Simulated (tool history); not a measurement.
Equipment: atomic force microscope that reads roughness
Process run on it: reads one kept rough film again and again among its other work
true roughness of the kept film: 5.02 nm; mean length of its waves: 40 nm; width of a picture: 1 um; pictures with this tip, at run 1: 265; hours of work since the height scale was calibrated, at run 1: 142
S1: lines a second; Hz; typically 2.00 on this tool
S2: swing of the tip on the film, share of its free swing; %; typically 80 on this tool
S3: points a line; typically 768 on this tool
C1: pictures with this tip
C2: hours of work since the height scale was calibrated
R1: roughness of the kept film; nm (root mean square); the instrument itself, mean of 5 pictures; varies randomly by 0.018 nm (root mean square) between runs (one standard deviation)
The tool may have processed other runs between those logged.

| run | hour | S1 | S2 | S3 | C1 | C2 | R1 |
|---|---|---|---|---|---|---|---|
| 1 | 0.0 | 2.00 | 80 | 768 | 265 | 142 | 3.558 |
|  | 13.5 | new tip fitted |
| 2 | 15.3 | 2.00 | 80 | 430 | 3 | 150 | 4.250 |
| 3 | 33.3 | 2.00 | 80 | 430 | 38 | 161 | 4.165 |
| 4 | 57.3 | 2.00 | 80 | 430 | 84 | 176 | 4.006 |
| 5 | 84.5 | 2.00 | 80 | 430 | 137 | 192 | 3.914 |
| 6 | 102.9 | 1.75 | 80 | 768 | 173 | 203 | 3.866 |
| 7 | 123.3 | 2.00 | 80 | 823 | 212 | 215 | 3.727 |
| 8 | 134.4 | 2.00 | 79 | 768 | 233 | 222 | 3.711 |
| 9 | 152.2 | 2.00 | 80 | 768 | 268 | 232 | 3.589 |
|  | 163.9 | new tip fitted |
| 10 | 178.7 | 2.00 | 80 | 768 | 29 | 248 | 4.189 |
| 11 | 196.9 | 2.00 | 84 | 768 | 64 | 259 | 4.027 |
| 12 | 216.6 | 1.63 | 80 | 397 | 102 | 271 | 4.036 |
| 13 | 242.7 | 0.65 | 76 | 634 | 153 | 286 | 4.082 |
| 14 | 255.2 | 1.29 | 76 | 634 | 177 | 294 | 3.984 |
| 15 | 278.4 | 3.18 | 84 | 335 | 222 | 307 | 3.480 |
| 16 | 298.6 | 3.18 | 84 | 335 | 261 | 320 | 3.361 |
| 17 | 310.1 | 2.59 | 80 | 768 | 283 | 326 | 3.525 |
|  | 314.4 | new tip fitted |
| 18 | 337.5 | 2.59 | 80 | 768 | 45 | 343 | 4.040 |
| 19 | 348.9 | 2.59 | 80 | 768 | 67 | 349 | 4.012 |
| 20 | 368.3 | 0.83 | 80 | 516 | 104 | 361 | 4.139 |
| 21 | 386.0 | 2.00 | 89 | 779 | 138 | 372 | 3.763 |

Consider 5 possible next runs. They are alternatives, not a sequence: every one starts from the tool as it was left by run 21. What does each give?
| A | 406.5 | 2.12 | 90 | 355 | 178 | 384 | ? |
| B | 406.5 | 2.00 | 70 | 779 | 178 | 384 | ? |
| C | 406.5 | 2.00 | 66 | 779 | 178 | 384 | ? |
| D | 406.5 | 1.33 | 63 | 269 | 178 | 384 | ? |
| E | 406.5 | 3.25 | 55 | 433 | 178 | 384 | ? |

| run | R1 |
|---|---|
| A | 3.602 |
| B | 3.941 |
| C | 3.972 |
| D | 4.020 |
| E | 3.966 |
What these runs would have given with no unlogged condition in the tool:
| run | R1 |
|---|---|
| A | 4.038 |
| B | 4.416 |
| C | 4.453 |
| D | 4.506 |
| E | 4.446 |
